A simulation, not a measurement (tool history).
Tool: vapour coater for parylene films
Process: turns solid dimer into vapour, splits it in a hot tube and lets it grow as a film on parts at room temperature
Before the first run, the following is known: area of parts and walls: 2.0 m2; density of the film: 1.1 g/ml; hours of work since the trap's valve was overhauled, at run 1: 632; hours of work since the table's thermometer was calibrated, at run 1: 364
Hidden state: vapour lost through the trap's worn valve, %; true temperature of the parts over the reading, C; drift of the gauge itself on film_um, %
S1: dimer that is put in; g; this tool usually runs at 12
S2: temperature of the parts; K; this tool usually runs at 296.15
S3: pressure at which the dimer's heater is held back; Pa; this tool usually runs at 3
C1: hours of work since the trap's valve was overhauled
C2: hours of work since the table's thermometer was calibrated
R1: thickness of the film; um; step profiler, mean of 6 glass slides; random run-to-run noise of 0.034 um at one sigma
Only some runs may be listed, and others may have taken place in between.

run   hour  S1      S2    S3   C1   C2    R1
  1      0  12  296.15     3  632  364  2.96
       7.7  -- trap's valve overhauled
  2   36.7  12  296.15  4.08   20  386  2.76
  3   59.4  12  296.15     3   35  402  2.83
  4   85.3  12  289.15     3   53  419  3.61
  5    105  12  296.15  7.59   66  433  2.68
  6  126.1  12  296.15  7.59   81  447  2.65

Run 7 is up next; what results do you expect?
     147.4  -- trap's valve overhauled, once more
  7  151.9  17  303.15  2.53   3  462   ?

For run 7 the tool returned R1 3.84 um.
Minus the tool's unlogged condition, the same run would have read R1 3.85 um.
